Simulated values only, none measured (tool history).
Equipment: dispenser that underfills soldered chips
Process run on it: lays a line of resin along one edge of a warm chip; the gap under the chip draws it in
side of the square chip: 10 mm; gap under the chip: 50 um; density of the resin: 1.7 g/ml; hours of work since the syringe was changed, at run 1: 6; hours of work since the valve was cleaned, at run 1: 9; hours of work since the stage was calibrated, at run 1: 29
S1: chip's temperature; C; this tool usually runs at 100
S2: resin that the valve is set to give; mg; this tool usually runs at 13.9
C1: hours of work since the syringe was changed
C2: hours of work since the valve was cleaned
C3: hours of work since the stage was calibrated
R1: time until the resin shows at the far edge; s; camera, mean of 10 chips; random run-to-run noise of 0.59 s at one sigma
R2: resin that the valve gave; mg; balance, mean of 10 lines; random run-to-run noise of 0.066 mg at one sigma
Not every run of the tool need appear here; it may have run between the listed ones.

run,hour,S1,S2,C1,C2,C3,R1,R2
1,0.0,100,13.9,6,9,29,87.5,13.88
2,5.1,100,13.9,9,12,32,114.9,13.92
# hour 9.6: new syringe of resin
3,10.3,100,13.9,0,15,35,53.0,13.65
4,14.4,100,15.8,3,18,38,66.7,15.75
5,17.9,100,13.6,5,20,40,84.1,13.64
6,21.6,100,13.9,8,22,42,103.0,13.84
7,25.7,100,13.9,10,25,45,129.2,13.83
# hour 28.2: new syringe of resin
8,30.3,100,13.9,1,28,48,60.6,13.69
9,34.2,100,13.9,4,30,50,73.8,13.63
10,37.5,100,13.9,6,32,52,90.1,13.80
11,42.7,100,13.9,9,36,56,121.0,13.75
# hour 47.0: new syringe of resin
12,48.6,100,13.9,1,39,59,56.3,13.72
13,54.2,105,12.3,5,43,63,64.4,12.08
14,59.3,105,12.3,8,46,66,85.4,12.07
15,65.0,100,13.4,11,50,70,148.2,13.22
# hour 65.7: new syringe of resin
16,69.6,98,13.2,3,53,72,70.7,12.94
17,73.1,100,14.7,5,55,75,78.0,14.43
18,78.4,100,14.7,8,58,78,103.5,14.45
# hour 84.5: new syringe of resin
19,84.5,92,17.3,0,62,82,73.7,16.98
20,90.0,102,16.1,4,65,85,64.0,15.74
21,95.3,92,14.5,7,69,89,140.9,14.24
22,98.2,103,14.2,9,71,91,100.3,13.89
23,100.9,100,16.0,10,72,92,130.9,15.71
# hour 103.3: new syringe of resin
24,104.0,100,13.7,0,74,94,55.5,13.41

Here are 5 independent what-if runs from the current tool condition. What would each one return?
A,109.1,86,12.8,4,77,97,?,?
B,109.1,96,13.9,4,77,97,?,?
C,109.1,106,14.9,4,77,97,?,?
D,109.1,105,12.5,4,77,97,?,?
E,109.1,94,16.1,4,77,97,?,?

run,R1,R2
A,146.9,12.48
B,88.2,13.51
C,55.3,14.51
D,58.9,12.25
E,95.9,15.59
With the hidden condition removed and each run's random variation left untouched, the same runs would have given:
run,R1,R2
A,102.3,12.79
B,61.7,13.84
C,38.8,14.87
D,41.2,12.55
E,67.4,15.98
